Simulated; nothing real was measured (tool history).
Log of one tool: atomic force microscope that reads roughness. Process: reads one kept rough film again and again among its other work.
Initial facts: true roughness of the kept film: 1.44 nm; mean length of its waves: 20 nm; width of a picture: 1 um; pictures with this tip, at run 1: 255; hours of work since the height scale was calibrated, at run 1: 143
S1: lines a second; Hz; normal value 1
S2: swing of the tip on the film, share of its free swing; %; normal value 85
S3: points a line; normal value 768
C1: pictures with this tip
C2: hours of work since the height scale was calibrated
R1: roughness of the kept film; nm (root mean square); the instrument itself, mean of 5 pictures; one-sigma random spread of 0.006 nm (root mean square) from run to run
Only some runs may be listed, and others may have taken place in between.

{"run": 1, "hour": 0.0, "S1": 1, "S2": 85, "S3": 768, "C1": 255, "C2": 143, "R1": 1.135}
{"run": 2, "hour": 24.9, "S1": 1, "S2": 85, "S3": 556, "C1": 285, "C2": 159, "R1": 1.125}
{"hour": 41.8, "done": "new tip fitted"}
{"run": 3, "hour": 52.0, "S1": 1, "S2": 85, "S3": 556, "C1": 12, "C2": 177, "R1": 1.125}
{"run": 4, "hour": 76.5, "S1": 1, "S2": 85, "S3": 282, "C1": 41, "C2": 193, "R1": 1.101}
{"run": 5, "hour": 106.3, "S1": 1, "S2": 85, "S3": 282, "C1": 76, "C2": 213, "R1": 1.101}
{"run": 6, "hour": 127.4, "S1": 3.58, "S2": 85, "S3": 282, "C1": 101, "C2": 226, "R1": 0.876}
{"run": 7, "hour": 165.9, "S1": 3.58, "S2": 85, "S3": 282, "C1": 146, "C2": 252, "R1": 0.874}
{"run": 8, "hour": 205.4, "S1": 3.58, "S2": 85, "S3": 282, "C1": 193, "C2": 278, "R1": 0.873}
{"run": 9, "hour": 237.7, "S1": 1, "S2": 68, "S3": 768, "C1": 231, "C2": 299, "R1": 1.217}
{"run": 10, "hour": 264.1, "S1": 1, "S2": 68, "S3": 768, "C1": 262, "C2": 317, "R1": 1.209}
{"run": 11, "hour": 292.4, "S1": 1, "S2": 85, "S3": 768, "C1": 296, "C2": 335, "R1": 1.135}
{"hour": 298.8, "done": "new tip fitted"}
{"run": 12, "hour": 333.5, "S1": 1, "S2": 85, "S3": 768, "C1": 41, "C2": 362, "R1": 1.132}
{"run": 13, "hour": 359.2, "S1": 1, "S2": 85, "S3": 769, "C1": 71, "C2": 379, "R1": 1.133}
{"run": 14, "hour": 389.6, "S1": 0.96, "S2": 85, "S3": 768, "C1": 107, "C2": 399, "R1": 1.128}
{"run": 15, "hour": 430.7, "S1": 0.96, "S2": 85, "S3": 768, "C1": 155, "C2": 426, "R1": 1.135}
{"run": 16, "hour": 452.3, "S1": 1.3, "S2": 85, "S3": 768, "C1": 181, "C2": 441, "R1": 1.103}
{"run": 17, "hour": 495.8, "S1": 1, "S2": 73, "S3": 768, "C1": 232, "C2": 469, "R1": 1.195}
{"run": 18, "hour": 516.1, "S1": 1, "S2": 73, "S3": 768, "C1": 256, "C2": 483, "R1": 1.174}
{"run": 19, "hour": 547.4, "S1": 1, "S2": 73, "S3": 768, "C1": 293, "C2": 503, "R1": 1.189}
{"hour": 557.1, "done": "new tip fitted"}
{"run": 20, "hour": 570.2, "S1": 1, "S2": 73, "S3": 768, "C1": 15, "C2": 518, "R1": 1.182}
{"run": 21, "hour": 593.3, "S1": 1.54, "S2": 69, "S3": 314, "C1": 43, "C2": 533, "R1": 1.156}
{"run": 22, "hour": 618.3, "S1": 0.57, "S2": 69, "S3": 314, "C1": 72, "C2": 550, "R1": 1.195}
{"run": 23, "hour": 645.3, "S1": 1.3, "S2": 85, "S3": 594, "C1": 104, "C2": 568, "R1": 1.097}
{"run": 24, "hour": 671.6, "S1": 1.31, "S2": 72, "S3": 349, "C1": 135, "C2": 585, "R1": 1.157}
{"run": 25, "hour": 694.6, "S1": 0.65, "S2": 61, "S3": 437, "C1": 162, "C2": 600, "R1": 1.216}
{"run": 26, "hour": 731.7, "S1": 0.65, "S2": 61, "S3": 437, "C1": 206, "C2": 625, "R1": 1.221}

Expected results for the next run?
{"run": 27, "hour": 757.5, "S1": 3.92, "S2": 80, "S3": 437, "C1": 236, "C2": 642, "R1": "?"}

R1: 0.939 nm (root mean square)
With the hidden condition absent and the run-to-run variation left alone, this run would have shown R1 0.941 nm (root mean square).
